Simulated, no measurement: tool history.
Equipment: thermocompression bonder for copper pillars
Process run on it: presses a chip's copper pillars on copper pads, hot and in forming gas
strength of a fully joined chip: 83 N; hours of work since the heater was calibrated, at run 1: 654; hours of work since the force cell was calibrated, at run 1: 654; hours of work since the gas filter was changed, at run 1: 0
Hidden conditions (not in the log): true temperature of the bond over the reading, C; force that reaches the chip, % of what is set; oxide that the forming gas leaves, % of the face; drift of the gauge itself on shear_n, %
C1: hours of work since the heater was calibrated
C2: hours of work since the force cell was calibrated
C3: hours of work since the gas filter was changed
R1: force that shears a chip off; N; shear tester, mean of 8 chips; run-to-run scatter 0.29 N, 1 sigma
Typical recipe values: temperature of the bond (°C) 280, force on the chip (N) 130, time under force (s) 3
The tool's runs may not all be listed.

{"run": 1, "day": 0.0, "temperature of the bond (°C)": 280, "force on the chip (N)": 130, "time under force (s)": 3, "C1": 654, "C2": 654, "C3": 0, "R1": 45.4}
{"run": 2, "day": 1.121, "temperature of the bond (°C)": 280, "force on the chip (N)": 130, "time under force (s)": 3, "C1": 670, "C2": 670, "C3": 16, "R1": 45.3}
{"run": 3, "day": 2.196, "temperature of the bond (°C)": 280, "force on the chip (N)": 130, "time under force (s)": 3, "C1": 686, "C2": 686, "C3": 32, "R1": 45.2}
{"run": 4, "day": 3.367, "temperature of the bond (°C)": 280, "force on the chip (N)": 130, "time under force (s)": 3, "C1": 703, "C2": 703, "C3": 49, "R1": 45.0}
{"run": 5, "day": 4.338, "temperature of the bond (°C)": 280, "force on the chip (N)": 193, "time under force (s)": 3, "C1": 717, "C2": 717, "C3": 63, "R1": 59.8}
{"run": 6, "day": 5.596, "temperature of the bond (°C)": 280, "force on the chip (N)": 193, "time under force (s)": 3, "C1": 735, "C2": 735, "C3": 82, "R1": 59.9}
{"run": 7, "day": 7.142, "temperature of the bond (°C)": 280, "force on the chip (N)": 154, "time under force (s)": 3, "C1": 758, "C2": 758, "C3": 104, "R1": 51.6}
{"run": 8, "day": 8.083, "temperature of the bond (°C)": 280, "force on the chip (N)": 130, "time under force (s)": 3, "C1": 772, "C2": 772, "C3": 118, "R1": 45.4}
{"run": 9, "day": 10.058, "temperature of the bond (°C)": 280, "force on the chip (N)": 130, "time under force (s)": 3, "C1": 801, "C2": 801, "C3": 147, "R1": 45.6}
{"run": 10, "day": 11.467, "temperature of the bond (°C)": 280, "force on the chip (N)": 130, "time under force (s)": 7, "C1": 821, "C2": 821, "C3": 167, "R1": 57.9}
{"run": 11, "day": 13.033, "temperature of the bond (°C)": 280, "force on the chip (N)": 130, "time under force (s)": 7, "C1": 844, "C2": 844, "C3": 190, "R1": 58.2}
{"run": 12, "day": 14.496, "temperature of the bond (°C)": 280, "force on the chip (N)": 130, "time under force (s)": 7, "C1": 865, "C2": 865, "C3": 211, "R1": 57.5}
{"run": 13, "day": 16.142, "temperature of the bond (°C)": 280, "force on the chip (N)": 130, "time under force (s)": 7, "C1": 889, "C2": 889, "C3": 235, "R1": 57.9}
{"run": 14, "day": 17.512, "temperature of the bond (°C)": 280, "force on the chip (N)": 99, "time under force (s)": 3, "C1": 909, "C2": 909, "C3": 255, "R1": 36.1}
{"day": 18.396, "done": "forming gas filter changed"}
{"run": 15, "day": 19.012, "temperature of the bond (°C)": 280, "force on the chip (N)": 99, "time under force (s)": 3, "C1": 931, "C2": 931, "C3": 9, "R1": 35.6}
{"run": 16, "day": 20.575, "temperature of the bond (°C)": 280, "force on the chip (N)": 130, "time under force (s)": 3, "C1": 954, "C2": 954, "C3": 32, "R1": 45.2}
{"run": 17, "day": 22.667, "temperature of the bond (°C)": 280, "force on the chip (N)": 103, "time under force (s)": 3, "C1": 984, "C2": 984, "C3": 62, "R1": 37.2}
{"run": 18, "day": 24.625, "temperature of the bond (°C)": 280, "force on the chip (N)": 103, "time under force (s)": 4, "C1": 1013, "C2": 1013, "C3": 91, "R1": 41.5}
{"day": 26.4, "done": "heater calibrated with a thermocouple chip"}
{"run": 19, "day": 26.658, "temperature of the bond (°C)": 280, "force on the chip (N)": 103, "time under force (s)": 4, "C1": 4, "C2": 1041, "C3": 119, "R1": 41.2}
{"day": 27.688, "done": "force cell calibrated"}
{"run": 20, "day": 27.9, "temperature of the bond (°C)": 252, "force on the chip (N)": 103, "time under force (s)": 4, "C1": 21, "C2": 3, "C3": 137, "R1": 26.9}
{"run": 21, "day": 29.646, "temperature of the bond (°C)": 288, "force on the chip (N)": 105, "time under force (s)": 2, "C1": 46, "C2": 29, "C3": 162, "R1": 36.3}
{"run": 22, "day": 30.983, "temperature of the bond (°C)": 288, "force on the chip (N)": 81, "time under force (s)": 6, "C1": 66, "C2": 48, "C3": 182, "R1": 42.8}
{"run": 23, "day": 32.546, "temperature of the bond (°C)": 251, "force on the chip (N)": 130, "time under force (s)": 3, "C1": 89, "C2": 71, "C3": 204, "R1": 29.8}
{"run": 24, "day": 34.271, "temperature of the bond (°C)": 306, "force on the chip (N)": 130, "time under force (s)": 5, "C1": 114, "C2": 96, "C3": 229, "R1": 66.9}
{"run": 25, "day": 35.946, "temperature of the bond (°C)": 280, "force on the chip (N)": 130, "time under force (s)": 2, "C1": 138, "C2": 121, "C3": 254, "R1": 39.6}
{"day": 36.862, "done": "forming gas filter changed"}
{"run": 26, "day": 37.092, "temperature of the bond (°C)": 280, "force on the chip (N)": 130, "time under force (s)": 2, "C1": 155, "C2": 137, "C3": 3, "R1": 39.7}
{"run": 27, "day": 38.996, "temperature of the bond (°C)": 280, "force on the chip (N)": 130, "time under force (s)": 2, "C1": 183, "C2": 165, "C3": 31, "R1": 39.4}
{"run": 28, "day": 40.467, "temperature of the bond (°C)": 269, "force on the chip (N)": 130, "time under force (s)": 2, "C1": 204, "C2": 186, "C3": 53, "R1": 34.0}
{"run": 29, "day": 42.004, "temperature of the bond (°C)": 308, "force on the chip (N)": 130, "time under force (s)": 2, "C1": 226, "C2": 209, "C3": 75, "R1": 54.8}
{"run": 30, "day": 43.738, "temperature of the bond (°C)": 308, "force on the chip (N)": 130, "time under force (s)": 2, "C1": 252, "C2": 234, "C3": 100, "R1": 54.1}
{"run": 31, "day": 45.142, "temperature of the bond (°C)": 308, "force on the chip (N)": 130, "time under force (s)": 2, "C1": 272, "C2": 254, "C3": 121, "R1": 54.2}
{"run": 32, "day": 46.842, "temperature of the bond (°C)": 280, "force on the chip (N)": 150, "time under force (s)": 3, "C1": 297, "C2": 279, "C3": 146, "R1": 51.1}
{"run": 33, "day": 47.938, "temperature of the bond (°C)": 294, "force on the chip (N)": 80, "time under force (s)": 2, "C1": 313, "C2": 295, "C3": 162, "R1": 30.2}
{"run": 34, "day": 49.375, "temperature of the bond (°C)": 280, "force on the chip (N)": 122, "time under force (s)": 3, "C1": 334, "C2": 316, "C3": 183, "R1": 43.6}
{"run": 35, "day": 50.45, "temperature of the bond (°C)": 280, "force on the chip (N)": 133, "time under force (s)": 3, "C1": 350, "C2": 332, "C3": 198, "R1": 46.2}
{"run": 36, "day": 52.017, "temperature of the bond (°C)": 294, "force on the chip (N)": 113, "time under force (s)": 4, "C1": 372, "C2": 355, "C3": 221, "R1": 52.8}
{"run": 37, "day": 53.125, "temperature of the bond (°C)": 294, "force on the chip (N)": 113, "time under force (s)": 4, "C1": 389, "C2": 371, "C3": 237, "R1": 52.2}
{"run": 38, "day": 54.908, "temperature of the bond (°C)": 299, "force on the chip (N)": 103, "time under force (s)": 5, "C1": 415, "C2": 397, "C3": 263, "R1": 54.8}
{"day": 55.292, "done": "forming gas filter changed"}
{"run": 39, "day": 56.267, "temperature of the bond (°C)": 299, "force on the chip (N)": 103, "time under force (s)": 5, "C1": 434, "C2": 416, "C3": 14, "R1": 54.6}
{"run": 40, "day": 57.488, "temperature of the bond (°C)": 280, "force on the chip (N)": 136, "time under force (s)": 8, "C1": 452, "C2": 434, "C3": 32, "R1": 62.5}

For each entry between runs, how does the tool's hidden state at the last listed run before it compare with that at the first listed run after it?
Run 14 -> run 15: forming gas filter changed (day 18.396)
  oxide that the forming gas leaves, % of the face: 0.59 -> 0.5
Run 18 -> run 19: heater calibrated with a thermocouple chip (day 26.400)
  true temperature of the bond over the reading, C: 0.4 -> 0; force that reaches the chip, % of what is set: 99.8 -> 99.7; oxide that the forming gas leaves, % of the face: 0.53 -> 0.54
Run 19 -> run 20: force cell calibrated (day 27.688)
  force that reaches the chip, % of what is set: 99.7 -> 100; oxide that the forming gas leaves, % of the face: 0.54 -> 0.55
Run 25 -> run 26: forming gas filter changed (day 36.862)
  oxide that the forming gas leaves, % of the face: 0.59 -> 0.5
Run 38 -> run 39: forming gas filter changed (day 55.292)
  oxide that the forming gas leaves, % of the face: 0.59 -> 0.51

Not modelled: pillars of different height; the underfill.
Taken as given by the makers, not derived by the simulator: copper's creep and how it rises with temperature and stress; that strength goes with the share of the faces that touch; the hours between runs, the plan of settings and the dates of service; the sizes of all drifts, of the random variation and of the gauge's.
